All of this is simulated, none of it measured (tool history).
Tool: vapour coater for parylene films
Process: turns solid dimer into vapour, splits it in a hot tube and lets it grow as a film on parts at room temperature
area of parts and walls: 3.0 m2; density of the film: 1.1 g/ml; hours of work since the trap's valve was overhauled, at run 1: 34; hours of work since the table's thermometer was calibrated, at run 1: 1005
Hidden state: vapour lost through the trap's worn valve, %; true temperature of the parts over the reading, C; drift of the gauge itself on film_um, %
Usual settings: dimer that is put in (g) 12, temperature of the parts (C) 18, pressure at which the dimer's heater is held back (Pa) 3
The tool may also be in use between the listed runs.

run   hour  dimer that is put in (g)  temperature of the parts (C)  pressure at which the dimer's heater is held back (Pa)  hours of work since the trap's valve was overhauled  hours of work since the table's thermometer was calibrated  thickness of the film (µm)
  1      0                        12                            18                                                       3                                                   34                                                        1005                        2.26
  2   21.4                        12                            18                                                       3                                                   52                                                        1023                        2.22
  3   60.2                        12                            19                                                       3                                                   85                                                        1056                        2.09
  4   85.7                        12                            19                                                       3                                                  106                                                        1077                        1.99
  5  121.5                        12                            19                                                       3                                                  137                                                        1108                           2
  6  161.7                        12                            19                                                       3                                                  170                                                        1141                        1.95
  7  200.1                        12                            22                                                       3                                                  203                                                        1174                         1.7
     211.3  -- trap's valve overhauled
  8  229.7                        12                            22                                                       3                                                   16                                                        1195                        1.91
  9  264.8                        12                            22                                                       3                                                   45                                                        1225                        1.89
 10  288.7                        12                            22                                                       3                                                   65                                                        1245                        1.87
 11  308.2                        12                            22                                                       3                                                   82                                                        1261                        1.81
       322  -- table's thermometer calibrated
 12    343                        12                            22                                                       3                                                  110                                                          18                        1.71
 13  370.8                        12                            18                                                       3                                                  133                                                          41                           2
 14  410.1                        12                            18                                                    7.47                                                  166                                                          74                        1.56
 15  441.3                        12                            26                                                    7.47                                                  193                                                         100                        1.12
     463.8  -- trap's valve overhauled
 16  482.6                        14                            18                                                       3                                                   16                                                         132                        2.48
 17    513                        12                            17                                                    5.57                                                   41                                                         157                        1.93
 18  543.2                         8                            20                                                    5.31                                                   67                                                         183                        1.11
 19  577.4                         8                            20                                                    5.31                                                   96                                                         212                        1.11
 20  616.6                        18                            16                                                    5.71                                                  129                                                         245                        2.85
 21  639.4                        15                            18                                                    2.07                                                  148                                                         264                        2.74
 22  659.9                        15                            18                                                    2.07                                                  165                                                         281                        2.67
 23  700.4                         8                            28                                                    2.86                                                  199                                                         315                        0.83
     714.7  -- trap's valve overhauled
 24  722.3                        12                            11                                                    2.33                                                    6                                                         330                        3.15
 25  753.1                        12                            21                                                     2.1                                                   32                                                         356                        2.05
 26  782.1                        22                            26                                                    9.86                                                   57                                                         380                         2.1
 27  803.8                        22                            26                                                    9.86                                                   75                                                         399                        2.12
 28  825.3                        18                            18                                                    2.51                                                   93                                                         417                        3.23
 29  860.6                        20                            18                                                    3.36                                                  123                                                         447                        3.39
 30  879.7                        20                            18                                                    11.1                                                  139                                                         463                         2.6
 31  916.2                        21                            18                                                    4.11                                                  170                                                         493                        3.28

The same runs without the tool's hidden state, with the same run-to-run variation:
run  thickness of the film (µm)
  1                         2.2
  2                        2.18
  3                        2.09
  4                        2.02
  5                        2.07
  6                        2.06
  7                        1.82
  8                        1.81
  9                        1.82
 10                        1.82
 11                        1.77
 12                        1.83
 13                        2.17
 14                        1.73
 15                        1.26
 16                        2.48
 17                        1.96
 18                        1.14
 19                        1.16
 20                        3.03
 21                        2.95
 22                        2.91
 23                        0.92
 24                        3.11
 25                        2.05
 26                        2.13
 27                        2.17
 28                        3.35
 29                        3.58
 30                        2.76
 31                        3.55

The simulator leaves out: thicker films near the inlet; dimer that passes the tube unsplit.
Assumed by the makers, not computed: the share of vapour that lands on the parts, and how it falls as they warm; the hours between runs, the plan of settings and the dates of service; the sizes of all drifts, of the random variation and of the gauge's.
